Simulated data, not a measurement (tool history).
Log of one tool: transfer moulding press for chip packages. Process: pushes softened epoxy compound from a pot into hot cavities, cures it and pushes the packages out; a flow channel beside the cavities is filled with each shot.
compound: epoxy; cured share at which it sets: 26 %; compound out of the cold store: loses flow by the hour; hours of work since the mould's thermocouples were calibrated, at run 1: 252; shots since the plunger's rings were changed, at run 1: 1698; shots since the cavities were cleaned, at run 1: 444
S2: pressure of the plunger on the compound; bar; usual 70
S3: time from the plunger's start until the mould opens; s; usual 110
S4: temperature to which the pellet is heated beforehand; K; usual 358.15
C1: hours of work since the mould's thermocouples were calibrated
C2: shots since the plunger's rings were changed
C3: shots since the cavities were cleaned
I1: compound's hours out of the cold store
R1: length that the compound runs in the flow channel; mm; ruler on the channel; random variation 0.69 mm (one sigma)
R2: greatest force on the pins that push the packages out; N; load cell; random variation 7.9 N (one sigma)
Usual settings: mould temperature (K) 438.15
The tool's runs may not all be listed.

Run 1, hour 0: usual settings; C1 252; C2 1698; C3 444; I1 44.2. Result: R1 510.9 mm, R2 499 N.
At hour 9: cavities cleaned with cleaning compound and waxed.
Run 2, hour 25.1: usual settings; C1 269; C2 2000; C3 205; I1 8.3. Result: R1 630.3 mm, R2 463 N.
At hour 50.8: cavities cleaned with cleaning compound and waxed.
Run 3, hour 54: usual settings; C1 289; C2 2351; C3 41; I1 11. Result: R1 616.9 mm, R2 404 N.
Run 4, hour 87.3: usual settings; C1 313; C2 2778; C3 468; I1 15.3. Result: R1 599.9 mm, R2 547 N.
At hour 91.9: cavities cleaned with cleaning compound and waxed.
At hour 115.3: plunger's sealing rings changed.
Run 5, hour 122.2: usual settings; C1 335; C2 89; C3 356; I1 40.8. Result: R1 528.2 mm, R2 484 N.
At hour 136.6: cavities cleaned with cleaning compound and waxed.
Run 6, hour 151.9: usual settings; C1 356; C2 450; C3 196; I1 34.3. Result: R1 548.3 mm, R2 435 N.
Run 7, hour 168.1: usual settings but mould temperature (K) 445.15; C1 367; C2 657; C3 403; I1 13.6. Result: R1 607.2 mm, R2 418 N.
At hour 180.1: cavities cleaned with cleaning compound and waxed.
Run 8, hour 204: usual settings but mould temperature (K) 445.15, S2 79.2 bar; C1 392; C2 1098; C3 305; I1 15.9. Result: R1 634 mm, R2 392 N.
At hour 222.5: cavities cleaned with cleaning compound and waxed.
Run 9, hour 235.8: usual settings but S3 96 s; C1 414; C2 1487; C3 170; I1 23.1. Result: R1 581.3 mm, R2 564 N.
Run 10, hour 253.3: usual settings but S3 115 s; C1 427; C2 1711; C3 394; I1 26.6. Result: R1 569.5 mm, R2 490 N.
At hour 263.2: cavities cleaned with cleaning compound and waxed.
Run 11, hour 279.8: usual settings; C1 445; C2 2032; C3 213; I1 13.3. Result: R1 613.5 mm, R2 462 N.
At hour 306.5: cavities cleaned with cleaning compound and waxed.
Run 12, hour 306.6: usual settings but mould temperature (K) 435.15, S2 64.7 bar; C1 463; C2 2355; C3 0; I1 22.9. Result: R1 560.7 mm, R2 455 N.
Run 13, hour 337.7: usual settings but mould temperature (K) 431.15, S3 115 s, S4 353.15 K; C1 486; C2 2754; C3 399; I1 41.2. Result: R1 527.6 mm, R2 696 N.
At hour 347.3: cavities cleaned with cleaning compound and waxed.
Run 14, hour 356: usual settings but mould temperature (K) 431.15, S2 66.3 bar, S3 115 s, S4 357.15 K; C1 498; C2 2969; C3 112; I1 25.7. Result: R1 562.6 mm, R2 610 N.
At hour 367: plunger's sealing rings changed.
Run 15, hour 383.4: usual settings but mould temperature (K) 436.15, S2 69.7 bar, S3 115 s, S4 350.15 K; C1 516; C2 211; C3 432; I1 14.9. Result: R1 616 mm, R2 576 N.
At hour 391.5: cavities cleaned with cleaning compound and waxed.
At hour 418.1: mould's thermocouples calibrated.
Run 16, hour 421.9: usual settings but mould temperature (K) 436.15, S2 54.5 bar, S3 115 s, S4 362.15 K; C1 3; C2 659; C3 364; I1 38.6. Result: R1 471.1 mm, R2 495 N.
At hour 436.5: cavities cleaned with cleaning compound and waxed.
Run 17, hour 443.9: usual settings but mould temperature (K) 436.15, S2 66.6 bar, S3 115 s, S4 362.15 K; C1 18; C2 921; C3 95; I1 35.1. Result: R1 530.4 mm, R2 421 N.
At hour 477.2: cavities cleaned with cleaning compound and waxed.
Run 18, hour 479: usual settings but S2 81 bar, S3 106 s; C1 42; C2 1352; C3 23; I1 10.2. Result: R1 670.8 mm, R2 394 N.
Run 19, hour 494.1: usual settings but S4 356.15 K; C1 53; C2 1545; C3 216; I1 44.9. Result: R1 509 mm, R2 416 N.
At hour 519.6: cavities cleaned with cleaning compound and waxed.
Run 20, hour 531: usual settings but mould temperature (K) 432.15, S2 83.8 bar, S4 362.15 K; C1 78; C2 1998; C3 146; I1 34.8. Result: R1 599 mm, R2 580 N.
Run 21, hour 556.7: usual settings but S3 101 s, S4 355.15 K; C1 97; C2 2327; C3 475; I1 46.3. Result: R1 500.3 mm, R2 551 N.
At hour 561.4: cavities cleaned with cleaning compound and waxed.
Run 22, hour 586.2: usual settings but mould temperature (K) 442.15, S2 67.2 bar, S3 92 s, S4 360.15 K; C1 117; C2 2686; C3 317; I1 31.1. Result: R1 530.2 mm, R2 528 N.

Some steps in R1 between neighbouring runs. How much of each would the tool show without its hidden state too (settings, what came in, random variation), and how much is left for the hidden state, with any gauge scatter that isn't in both results?
The hidden state here: true mould temperature over the reading, C; pressure that reaches the compound, % of what is set; grip of the stained cavities, % over clean ones'; drift of the gauge itself on flow_mm, %; drift of the gauge itself on push_out_n, %.
Run 4 -> 5: cavities cleaned with cleaning compound and waxed, plunger's sealing rings changed. R1 -71.7 mm: hidden state +15, all else -86.7.
Run 14 -> 15: mould temperature (K) 431.15 -> 436.15, S2 66.3 -> 69.7, S4 357.15 -> 350.15, plunger's sealing rings changed. R1 +53.4 mm: hidden state +9.8, all else +43.6.
Run 15 -> 16: S2 69.7 -> 54.5, S4 350.15 -> 362.15, cavities cleaned with cleaning compound and waxed, mould's thermocouples calibrated. R1 -144.9 mm: hidden state -2.9, all else -142.
Run 18 -> 19: S2 81 -> 70, S3 106 -> 110, S4 358.15 -> 356.15. R1 -161.8 mm: hidden state +1.3, all else -163.1.
